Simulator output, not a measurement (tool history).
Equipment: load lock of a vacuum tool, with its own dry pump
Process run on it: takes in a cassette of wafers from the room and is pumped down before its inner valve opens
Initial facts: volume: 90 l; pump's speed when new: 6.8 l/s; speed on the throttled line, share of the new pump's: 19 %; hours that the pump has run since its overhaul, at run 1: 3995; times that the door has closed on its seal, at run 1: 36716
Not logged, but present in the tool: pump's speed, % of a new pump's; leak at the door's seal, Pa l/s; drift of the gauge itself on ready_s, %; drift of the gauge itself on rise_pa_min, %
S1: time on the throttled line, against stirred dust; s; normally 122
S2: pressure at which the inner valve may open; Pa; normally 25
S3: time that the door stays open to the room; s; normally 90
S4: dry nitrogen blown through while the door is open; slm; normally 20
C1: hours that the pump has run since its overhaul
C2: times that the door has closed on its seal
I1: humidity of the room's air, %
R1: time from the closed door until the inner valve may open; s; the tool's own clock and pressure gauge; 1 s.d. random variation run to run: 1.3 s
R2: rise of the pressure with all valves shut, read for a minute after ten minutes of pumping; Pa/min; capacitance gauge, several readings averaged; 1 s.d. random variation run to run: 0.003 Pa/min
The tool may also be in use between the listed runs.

run 1 hour=0.0 | S1=122 S2=25 S3=90 S4=20 | C1=3995 C2=36716 | I1=43.9 | R1=214.6 R2=0.661
run 2 hour=201.9 | S1=122 S2=25 S3=90 S4=20 | C1=4197 C2=37716 | I1=42.5 | R1=212.7 R2=0.688
run 3 hour=473.1 | S1=122 S2=25 S3=90 S4=20 | C1=4468 C2=39059 | I1=41.2 | R1=214.0 R2=0.729
-- hour=563.3 door's seal changed, seat wiped
run 4 hour=648.2 | S1=122 S2=25 S3=90 S4=8 | C1=4642 C2=421 | I1=47.5 | R1=215.3 R2=0.025
run 5 hour=925.4 | S1=122 S2=25 S3=90 S4=16 | C1=4919 C2=1794 | I1=46.0 | R1=214.3 R2=0.026
run 6 hour=1095.4 | S1=122 S2=25 S3=90 S4=16 | C1=5089 C2=2636 | I1=48.5 | R1=214.0 R2=0.037
run 7 hour=1347.5 | S1=122 S2=25 S3=90 S4=16 | C1=5341 C2=3885 | I1=47.5 | R1=215.6 R2=0.045
run 8 hour=1520.6 | S1=122 S2=25 S3=90 S4=20 | C1=5514 C2=4742 | I1=43.9 | R1=217.7 R2=0.046
run 9 hour=1668.9 | S1=122 S2=25 S3=90 S4=20 | C1=5662 C2=5477 | I1=43.1 | R1=213.3 R2=0.052
run 10 hour=1787.4 | S1=122 S2=25 S3=90 S4=20 | C1=5781 C2=6064 | I1=44.4 | R1=212.9 R2=0.059
run 11 hour=2032.0 | S1=122 S2=25 S3=90 S4=20 | C1=6025 C2=7276 | I1=41.1 | R1=213.4 R2=0.070
run 12 hour=2249.2 | S1=122 S2=25 S3=90 S4=14 | C1=6243 C2=8352 | I1=49.3 | R1=216.1 R2=0.086
run 13 hour=2424.2 | S1=122 S2=25 S3=90 S4=14 | C1=6418 C2=9219 | I1=44.1 | R1=216.5 R2=0.092
run 14 hour=2563.9 | S1=122 S2=25 S3=90 S4=14 | C1=6557 C2=9911 | I1=46.4 | R1=215.5 R2=0.104
run 15 hour=2834.5 | S1=122 S2=25 S3=90 S4=20 | C1=6828 C2=11252 | I1=46.2 | R1=214.7 R2=0.112
run 16 hour=3100.4 | S1=122 S2=25 S3=90 S4=21 | C1=7094 C2=12569 | I1=44.5 | R1=216.7 R2=0.128
run 17 hour=3322.6 | S1=122 S2=36 S3=90 S4=20 | C1=7316 C2=13670 | I1=41.7 | R1=210.9 R2=0.142
run 18 hour=3491.6 | S1=232 S2=25 S3=90 S4=20 | C1=7485 C2=14507 | I1=47.8 | R1=307.1 R2=0.158
run 19 hour=3641.5 | S1=196 S2=25 S3=90 S4=20 | C1=7635 C2=15250 | I1=47.5 | R1=274.3 R2=0.171
run 20 hour=3814.5 | S1=196 S2=25 S3=90 S4=20 | C1=7808 C2=16106 | I1=45.2 | R1=275.5 R2=0.183
run 21 hour=3952.1 | S1=102 S2=25 S3=32 S4=4 | C1=7945 C2=16788 | I1=45.3 | R1=200.6 R2=0.200
run 22 hour=4204.2 | S1=98 S2=25 S3=90 S4=4 | C1=8198 C2=18037 | I1=43.2 | R1=199.1 R2=0.229
run 23 hour=4370.3 | S1=98 S2=25 S3=90 S4=4 | C1=8364 C2=18860 | I1=45.1 | R1=197.6 R2=0.239
run 24 hour=4518.2 | S1=75 S2=25 S3=35 S4=20 | C1=8512 C2=19592 | I1=46.3 | R1=181.2 R2=0.235
run 25 hour=4779.4 | S1=94 S2=25 S3=77 S4=20 | C1=8773 C2=20887 | I1=50.5 | R1=194.1 R2=0.262
run 26 hour=5044.2 | S1=122 S2=25 S3=97 S4=5 | C1=9038 C2=22198 | I1=40.3 | R1=218.4 R2=0.303
run 27 hour=5317.9 | S1=72 S2=39 S3=87 S4=28 | C1=9311 C2=23554 | I1=46.2 | R1=172.9 R2=0.316
run 28 hour=5568.8 | S1=175 S2=41 S3=90 S4=13 | C1=9562 C2=24797 | I1=45.2 | R1=253.3 R2=0.347
run 29 hour=5784.2 | S1=122 S2=25 S3=34 S4=26 | C1=9778 C2=25864 | I1=44.1 | R1=219.4 R2=0.358
run 30 hour=6039.8 | S1=110 S2=30 S3=48 S4=5 | C1=10033 C2=27130 | I1=43.5 | R1=209.1 R2=0.403
run 31 hour=6168.1 | S1=122 S2=24 S3=90 S4=35 | C1=10162 C2=27766 | I1=45.3 | R1=218.1 R2=0.408
run 32 hour=6377.9 | S1=191 S2=18 S3=90 S4=20 | C1=10371 C2=28805 | I1=43.6 | R1=281.8 R2=0.437
run 33 hour=6555.7 | S1=191 S2=18 S3=90 S4=20 | C1=10549 C2=29686 | I1=44.1 | R1=281.7 R2=0.452
run 34 hour=6812.5 | S1=122 S2=28 S3=27 S4=20 | C1=10806 C2=30958 | I1=44.1 | R1=217.5 R2=0.483
run 35 hour=6966.8 | S1=122 S2=25 S3=90 S4=43 | C1=10960 C2=31723 | I1=44.3 | R1=219.8 R2=0.494
run 36 hour=7248.2 | S1=122 S2=45 S3=90 S4=12 | C1=11242 C2=33117 | I1=48.5 | R1=211.3 R2=0.546
run 37 hour=7518.8 | S1=122 S2=23 S3=31 S4=12 | C1=11512 C2=34457 | I1=47.3 | R1=219.8 R2=0.578

Table of differences, measured result less the result of that run with no hidden state. Run-to-run variation is the same in both. Gauge scatter possibly is not:
run=1 R1=+4.2 R2=+0.649
run=2 R1=+4.3 R2=+0.678
run=3 R1=+4.6 R2=+0.720
run=4 R1=+4.5 R2=+0.002
run=5 R1=+4.9 R2=+0.012
run=6 R1=+5.1 R2=+0.018
run=7 R1=+5.4 R2=+0.027
run=8 R1=+5.5 R2=+0.035
run=9 R1=+5.5 R2=+0.040
run=10 R1=+5.7 R2=+0.046
run=11 R1=+5.8 R2=+0.057
run=12 R1=+6.2 R2=+0.068
run=13 R1=+6.3 R2=+0.077
run=14 R1=+6.4 R2=+0.085
run=15 R1=+6.6 R2=+0.102
run=16 R1=+6.9 R2=+0.117
run=17 R1=+6.4 R2=+0.134
run=18 R1=+5.3 R2=+0.146
run=19 R1=+6.2 R2=+0.155
run=20 R1=+6.4 R2=+0.170
run=21 R1=+7.7 R2=+0.178
run=22 R1=+8.4 R2=+0.200
run=23 R1=+8.5 R2=+0.210
run=24 R1=+8.8 R2=+0.228
run=25 R1=+8.6 R2=+0.248
run=26 R1=+8.5 R2=+0.278
run=27 R1=+9.1 R2=+0.307
run=28 R1=+7.3 R2=+0.330
run=29 R1=+9.5 R2=+0.352
run=30 R1=+9.5 R2=+0.384
run=31 R1=+9.6 R2=+0.397
run=32 R1=+8.9 R2=+0.424
run=33 R1=+9.1 R2=+0.441
run=34 R1=+9.9 R2=+0.468
run=35 R1=+10.6 R2=+0.493
run=36 R1=+9.6 R2=+0.532
run=37 R1=+10.9 R2=+0.561
